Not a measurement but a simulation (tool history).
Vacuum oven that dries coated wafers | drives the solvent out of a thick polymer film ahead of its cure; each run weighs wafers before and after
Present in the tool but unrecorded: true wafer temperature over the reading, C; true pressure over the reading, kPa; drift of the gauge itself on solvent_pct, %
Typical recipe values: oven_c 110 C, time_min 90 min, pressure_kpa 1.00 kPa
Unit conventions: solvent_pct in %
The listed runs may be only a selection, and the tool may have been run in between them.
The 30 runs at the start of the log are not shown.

run,hour,oven_c,time_min,pressure_kpa,hours of work since the thermocouples were calibrated,hours of work since the vacuum gauge was cleaned of residue,solvent_pct
31,325.1,123,52,1.00,635,612,0.74
32,333.8,113,90,1.00,641,618,0.72
33,340.0,102,135,1.00,645,622,1.03
34,355.0,106,135,0.54,655,633,0.57
35,365.0,111,130,1.59,662,639,0.67
36,379.1,111,88,1.13,672,649,0.98
37,388.9,102,54,1.08,678,656,3.81
38,403.7,102,54,1.08,688,666,3.73
39,409.9,115,109,1.25,693,670,0.51
40,417.9,115,109,1.25,698,676,0.53
41,428.7,111,65,0.75,705,683,1.52
42,440.3,113,143,3.00,713,691,1.01
43,448.3,110,46,1.94,719,696,3.03

What does the tool deliver on the next run?
44,462.5,97,47,1.55,729,706,?

{"run 44": {"solvent_pct": 5.64}}
If the tool had no hidden condition, the same run with the same run-to-run variation would have returned solvent_pct 5.30 %.

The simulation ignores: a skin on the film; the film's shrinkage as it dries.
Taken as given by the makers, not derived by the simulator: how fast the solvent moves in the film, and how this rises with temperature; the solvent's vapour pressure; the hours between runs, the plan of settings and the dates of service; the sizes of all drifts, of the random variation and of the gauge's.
